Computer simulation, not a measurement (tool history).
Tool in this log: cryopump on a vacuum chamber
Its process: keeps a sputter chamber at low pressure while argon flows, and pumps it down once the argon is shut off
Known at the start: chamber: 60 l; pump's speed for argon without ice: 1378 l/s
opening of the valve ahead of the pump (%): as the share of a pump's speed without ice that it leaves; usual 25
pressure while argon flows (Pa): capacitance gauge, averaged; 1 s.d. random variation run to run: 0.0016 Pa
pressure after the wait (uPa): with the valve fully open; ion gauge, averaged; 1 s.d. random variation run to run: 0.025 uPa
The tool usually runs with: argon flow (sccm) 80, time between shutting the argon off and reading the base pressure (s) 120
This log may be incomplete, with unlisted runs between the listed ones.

run,hour,argon flow (sccm),time between shutting the argon off and reading the base pressure (s),opening of the valve ahead of the pump (%),pressure while argon flows (Pa),pressure after the wait (uPa)
1,0.0,80,120,25,0.3962,2.42
2,26.9,80,120,25,0.3958,2.45
3,65.8,80,34,25,0.3969,4.41
4,86.6,80,34,25,0.3983,4.54
5,106.5,80,34,25,0.3990,4.66
6,140.7,139,120,25,0.6899,2.59
7,179.8,139,120,25,0.6944,2.52
8,222.4,73,120,25,0.3682,2.57
9,240.5,80,120,48,0.2146,2.62
10,258.4,80,130,25,0.4027,2.43
11,298.6,80,120,25,0.4008,2.67
12,333.0,80,120,25,0.4035,2.66
13,363.9,80,120,25,0.3983,2.75
14,387.0,80,120,25,0.4055,2.73
15,421.5,80,120,25,0.4025,2.80
16,443.5,80,120,26,0.3908,2.80
17,468.1,80,120,52,0.2019,2.84
18,505.6,80,120,52,0.2013,2.72
19,541.4,80,31,29,0.3529,5.34
20,562.3,80,120,23,0.4395,2.98
21,584.4,80,120,33,0.3111,2.93
22,627.6,80,120,33,0.3124,2.94
23,669.8,97,222,20,0.6116,2.66
24,701.3,80,245,42,0.2497,2.61
25,732.0,33,46,17,0.2454,4.35
26,770.9,33,46,30,0.1431,4.43
27,793.4,33,46,30,0.1419,4.40
28,824.6,33,46,30,0.1439,4.46
29,852.5,68,120,25,0.3498,3.29
30,877.1,68,120,25,0.3504,3.28
31,900.6,51,25,18,0.3586,6.50
32,925.6,33,20,45,0.0993,5.21
33,959.1,33,20,45,0.1002,5.34

Not shown here: 1 entry made in the log between runs. Locate each between two listed runs and compare the hidden state at the listed run before it with the hidden state at the listed run after it:
From run 31 to run 32: leaking fittings of the chamber tightened, without venting (hour 918.3)
  pump's speed, % of a pump's without ice: 82.6 -> 82.2; cold plate's temperature, K: 12.58 -> 12.59; leak into the chamber, uPa l/s: 2718 -> 338
  measured less the result without the state, pressure while argon flows (Pa): +0.0139 -> +0.0092; pressure after the wait (uPa): +2.23 -> +0.08

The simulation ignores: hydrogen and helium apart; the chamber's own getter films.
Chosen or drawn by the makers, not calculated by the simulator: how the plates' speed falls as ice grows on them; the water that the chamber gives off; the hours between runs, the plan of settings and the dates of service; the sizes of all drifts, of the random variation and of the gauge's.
